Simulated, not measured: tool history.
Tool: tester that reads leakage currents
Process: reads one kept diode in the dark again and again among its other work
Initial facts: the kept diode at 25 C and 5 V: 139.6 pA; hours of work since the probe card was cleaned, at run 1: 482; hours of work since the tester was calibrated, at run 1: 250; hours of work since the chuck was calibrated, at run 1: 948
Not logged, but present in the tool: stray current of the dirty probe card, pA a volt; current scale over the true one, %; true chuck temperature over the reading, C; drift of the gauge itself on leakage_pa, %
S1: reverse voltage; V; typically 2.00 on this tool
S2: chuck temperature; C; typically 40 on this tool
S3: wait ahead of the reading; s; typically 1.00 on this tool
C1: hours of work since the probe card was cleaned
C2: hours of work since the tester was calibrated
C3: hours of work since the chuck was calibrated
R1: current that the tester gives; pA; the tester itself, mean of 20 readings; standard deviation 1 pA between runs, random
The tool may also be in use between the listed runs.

run     day    S1  S2    S3    C1   C2   C3       R1
  1   0.000  2.00  40  1.00   482  250  948   349.20
      0.371  -- chuck's temperature calibrated
  2   1.746  2.00  40  1.00   504  273   19   347.58
  3   3.529  2.00  40  1.00   529  297   43   345.91
  4   4.683  2.00  40  1.00   544  313   58   347.67
  5   5.983  2.00  40  0.42   562  330   76   348.03
  6   7.533  2.00  40  0.42   583  351   97   348.20
  7   8.675  2.00  40  0.42   598  367  113   348.44
  8  10.700  2.00  40  1.00   626  394  140   348.06
  9  11.912  2.00  40  1.00   642  411  156   348.39
 10  13.358  2.00  40  1.00   662  430  176   345.42
 11  15.133  2.00  40  1.00   686  454  200   346.85
 12  17.254  2.00  28  1.00   715  483  229   136.36
 13  18.538  2.00  28  1.00   732  501  246   135.77
 14  20.067  2.00  28  1.00   753  521  267   136.46
 15  21.525  2.00  23  1.00   773  541  287    89.48
 16  23.392  2.00  54  1.00   798  566  312   956.17
 17  24.817  1.91  40  1.00   817  586  331   340.80
 18  25.679  1.91  40  1.00   829  597  343   341.73
 19  27.642  1.91  40  1.00   855  624  370   343.01
 20  29.404  1.91  40  1.00   879  648  394   341.50
 21  30.342  1.91  40  1.00   892  660  406   344.65
 22  31.529  1.91  40  1.00   908  677  422   342.37
 23  33.283  2.00  35  4.54   932  700  446   236.43
 24  34.200  9.13  50  1.00   944  713  458  1136.91
 25  35.917  9.13  50  1.00   968  736  482  1145.98
 26  37.433  1.03  40  1.00   988  757  502   283.72
 27  38.979  1.03  40  1.00  1009  778  523   284.18
 28  40.500  2.00  29  6.42  1030  798  544   147.42
 29  41.954  2.00  29  6.42  1049  818  564   146.99
 30  43.929  2.00  29  0.40  1076  845  590   148.07
 31  45.142  9.82  29  0.40  1093  861  607   244.40
 32  47.146  9.82  29  0.40  1120  888  634   242.78
 33  48.525  2.00  40  1.44  1138  907  653   348.95
 34  49.500  1.79  20  7.92  1152  920  666    67.14
 35  50.704  1.79  20  7.92  1168  936  682    67.15

Run 36 has not been measured yet. What should we expect?
     51.775  -- probe card cleaned and baked
 36  52.833  1.79  20  7.92  14  964  709   ?

Run 36 measured R1 67.06 pA.
Take away the tool's hidden state, keep the run-to-run variation as it was, and the same run would have given R1 67.00 pA.
